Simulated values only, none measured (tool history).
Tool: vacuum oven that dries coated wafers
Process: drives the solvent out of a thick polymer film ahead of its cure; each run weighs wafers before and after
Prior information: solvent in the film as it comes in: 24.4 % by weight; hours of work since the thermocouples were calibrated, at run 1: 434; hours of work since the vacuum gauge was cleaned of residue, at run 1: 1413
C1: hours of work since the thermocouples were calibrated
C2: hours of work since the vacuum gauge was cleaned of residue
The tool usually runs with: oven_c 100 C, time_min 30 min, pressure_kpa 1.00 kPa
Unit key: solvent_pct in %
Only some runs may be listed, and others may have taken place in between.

{"run": 1, "hour": 0.0, "oven_c": 100, "time_min": 30, "pressure_kpa": 1.0, "C1": 434, "C2": 1413, "solvent_pct": 5.53}
{"run": 2, "hour": 21.9, "oven_c": 100, "time_min": 30, "pressure_kpa": 1.0, "C1": 451, "C2": 1430, "solvent_pct": 5.43}
{"run": 3, "hour": 50.1, "oven_c": 100, "time_min": 30, "pressure_kpa": 1.0, "C1": 473, "C2": 1451, "solvent_pct": 5.54}
{"run": 4, "hour": 70.4, "oven_c": 100, "time_min": 30, "pressure_kpa": 1.0, "C1": 488, "C2": 1467, "solvent_pct": 5.55}
{"run": 5, "hour": 106.1, "oven_c": 100, "time_min": 30, "pressure_kpa": 1.0, "C1": 516, "C2": 1495, "solvent_pct": 5.53}
{"run": 6, "hour": 125.6, "oven_c": 100, "time_min": 31, "pressure_kpa": 1.0, "C1": 531, "C2": 1510, "solvent_pct": 5.34}
{"run": 7, "hour": 165.7, "oven_c": 100, "time_min": 31, "pressure_kpa": 1.0, "C1": 562, "C2": 1541, "solvent_pct": 5.2}
{"run": 8, "hour": 209.4, "oven_c": 100, "time_min": 30, "pressure_kpa": 1.15, "C1": 596, "C2": 1575, "solvent_pct": 5.4}
{"run": 9, "hour": 253.9, "oven_c": 100, "time_min": 30, "pressure_kpa": 1.15, "C1": 631, "C2": 1610, "solvent_pct": 5.43}
{"run": 10, "hour": 277.8, "oven_c": 100, "time_min": 30, "pressure_kpa": 1.15, "C1": 650, "C2": 1628, "solvent_pct": 5.44}
{"run": 11, "hour": 315.5, "oven_c": 100, "time_min": 30, "pressure_kpa": 1.15, "C1": 679, "C2": 1658, "solvent_pct": 5.43}
{"run": 12, "hour": 344.6, "oven_c": 100, "time_min": 30, "pressure_kpa": 1.15, "C1": 702, "C2": 1680, "solvent_pct": 5.32}
{"run": 13, "hour": 389.9, "oven_c": 100, "time_min": 23, "pressure_kpa": 1.0, "C1": 737, "C2": 1716, "solvent_pct": 7.34}
{"hour": 399.3, "done": "vacuum gauge cleaned of residue and calibrated"}
{"run": 14, "hour": 436.5, "oven_c": 100, "time_min": 52, "pressure_kpa": 1.0, "C1": 772, "C2": 29, "solvent_pct": 2.07}
{"run": 15, "hour": 475.8, "oven_c": 100, "time_min": 52, "pressure_kpa": 1.0, "C1": 802, "C2": 59, "solvent_pct": 2.16}
{"run": 16, "hour": 510.5, "oven_c": 100, "time_min": 30, "pressure_kpa": 1.0, "C1": 829, "C2": 86, "solvent_pct": 5.1}
{"run": 17, "hour": 554.9, "oven_c": 100, "time_min": 30, "pressure_kpa": 1.0, "C1": 864, "C2": 121, "solvent_pct": 5.14}
{"run": 18, "hour": 594.5, "oven_c": 100, "time_min": 30, "pressure_kpa": 1.0, "C1": 895, "C2": 152, "solvent_pct": 5.04}
{"run": 19, "hour": 632.1, "oven_c": 100, "time_min": 30, "pressure_kpa": 1.0, "C1": 924, "C2": 181, "solvent_pct": 5.11}
{"run": 20, "hour": 670.6, "oven_c": 100, "time_min": 30, "pressure_kpa": 1.0, "C1": 954, "C2": 211, "solvent_pct": 5.06}
{"run": 21, "hour": 695.9, "oven_c": 100, "time_min": 30, "pressure_kpa": 1.0, "C1": 973, "C2": 230, "solvent_pct": 5.14}
{"run": 22, "hour": 730.6, "oven_c": 100, "time_min": 30, "pressure_kpa": 1.0, "C1": 1000, "C2": 257, "solvent_pct": 4.98}
{"run": 23, "hour": 766.8, "oven_c": 100, "time_min": 30, "pressure_kpa": 1.0, "C1": 1028, "C2": 286, "solvent_pct": 5.14}
{"run": 24, "hour": 790.2, "oven_c": 100, "time_min": 30, "pressure_kpa": 1.0, "C1": 1047, "C2": 304, "solvent_pct": 5.05}
{"run": 25, "hour": 823.6, "oven_c": 111, "time_min": 32, "pressure_kpa": 3.9, "C1": 1073, "C2": 330, "solvent_pct": 2.0}
{"run": 26, "hour": 855.3, "oven_c": 94, "time_min": 33, "pressure_kpa": 0.95, "C1": 1097, "C2": 354, "solvent_pct": 6.73}
{"run": 27, "hour": 885.6, "oven_c": 94, "time_min": 33, "pressure_kpa": 1.55, "C1": 1121, "C2": 378, "solvent_pct": 6.99}
{"run": 28, "hour": 911.9, "oven_c": 97, "time_min": 29, "pressure_kpa": 1.0, "C1": 1141, "C2": 398, "solvent_pct": 6.32}
{"run": 29, "hour": 944.5, "oven_c": 97, "time_min": 18, "pressure_kpa": 1.0, "C1": 1167, "C2": 424, "solvent_pct": 9.94}
{"run": 30, "hour": 976.5, "oven_c": 101, "time_min": 48, "pressure_kpa": 3.52, "C1": 1191, "C2": 449, "solvent_pct": 2.84}
{"run": 31, "hour": 999.7, "oven_c": 90, "time_min": 19, "pressure_kpa": 1.26, "C1": 1210, "C2": 467, "solvent_pct": 12.32}
{"run": 32, "hour": 1032.0, "oven_c": 100, "time_min": 26, "pressure_kpa": 1.82, "C1": 1235, "C2": 492, "solvent_pct": 6.04}
{"run": 33, "hour": 1053.4, "oven_c": 96, "time_min": 51, "pressure_kpa": 0.59, "C1": 1251, "C2": 508, "solvent_pct": 3.05}
{"run": 34, "hour": 1082.2, "oven_c": 87, "time_min": 17, "pressure_kpa": 2.35, "C1": 1274, "C2": 531, "solvent_pct": 14.11}
{"run": 35, "hour": 1107.3, "oven_c": 91, "time_min": 18, "pressure_kpa": 1.12, "C1": 1293, "C2": 550, "solvent_pct": 11.98}
{"run": 36, "hour": 1134.8, "oven_c": 100, "time_min": 25, "pressure_kpa": 1.0, "C1": 1315, "C2": 572, "solvent_pct": 6.04}
{"run": 37, "hour": 1164.9, "oven_c": 90, "time_min": 25, "pressure_kpa": 1.0, "C1": 1338, "C2": 595, "solvent_pct": 10.4}
{"hour": 1187.0, "done": "oven's thermocouples calibrated"}
{"run": 38, "hour": 1187.1, "oven_c": 104, "time_min": 29, "pressure_kpa": 0.69, "C1": 0, "C2": 611, "solvent_pct": 4.33}
{"run": 39, "hour": 1218.8, "oven_c": 104, "time_min": 29, "pressure_kpa": 0.69, "C1": 25, "C2": 635, "solvent_pct": 4.13}
{"run": 40, "hour": 1248.1, "oven_c": 109, "time_min": 48, "pressure_kpa": 2.63, "C1": 48, "C2": 658, "solvent_pct": 1.37}
{"run": 41, "hour": 1278.0, "oven_c": 97, "time_min": 16, "pressure_kpa": 1.24, "C1": 71, "C2": 681, "solvent_pct": 11.15}
{"run": 42, "hour": 1312.9, "oven_c": 97, "time_min": 16, "pressure_kpa": 1.24, "C1": 98, "C2": 708, "solvent_pct": 11.33}
{"run": 43, "hour": 1337.8, "oven_c": 97, "time_min": 16, "pressure_kpa": 1.24, "C1": 117, "C2": 728, "solvent_pct": 11.3}
{"run": 44, "hour": 1375.0, "oven_c": 93, "time_min": 30, "pressure_kpa": 1.0, "C1": 146, "C2": 757, "solvent_pct": 8.84}
{"run": 45, "hour": 1406.9, "oven_c": 100, "time_min": 30, "pressure_kpa": 1.75, "C1": 171, "C2": 782, "solvent_pct": 5.71}
{"run": 46, "hour": 1450.6, "oven_c": 97, "time_min": 20, "pressure_kpa": 0.52, "C1": 205, "C2": 815, "solvent_pct": 9.64}
{"run": 47, "hour": 1493.7, "oven_c": 87, "time_min": 16, "pressure_kpa": 1.78, "C1": 238, "C2": 849, "solvent_pct": 15.01}

Consider 3 possible next runs. They are alternatives, not a sequence: every one starts from the tool as it was left by run 47. What does each give?
{"run": "A", "hour": 1536.1, "oven_c": 111, "time_min": 25, "pressure_kpa": 2.32, "C1": 271, "C2": 882, "solvent_pct": "?"}
{"run": "B", "hour": 1536.1, "oven_c": 94, "time_min": 16, "pressure_kpa": 0.65, "C1": 271, "C2": 882, "solvent_pct": "?"}
{"run": "C", "hour": 1536.1, "oven_c": 104, "time_min": 30, "pressure_kpa": 2.94, "C1": 271, "C2": 882, "solvent_pct": "?"}

run=A solvent_pct=3.07
run=B solvent_pct=12.35
run=C solvent_pct=4.53
With no hidden state in the tool, these same runs would have given:
run=A solvent_pct=3.12
run=B solvent_pct=12.43
run=C solvent_pct=4.59
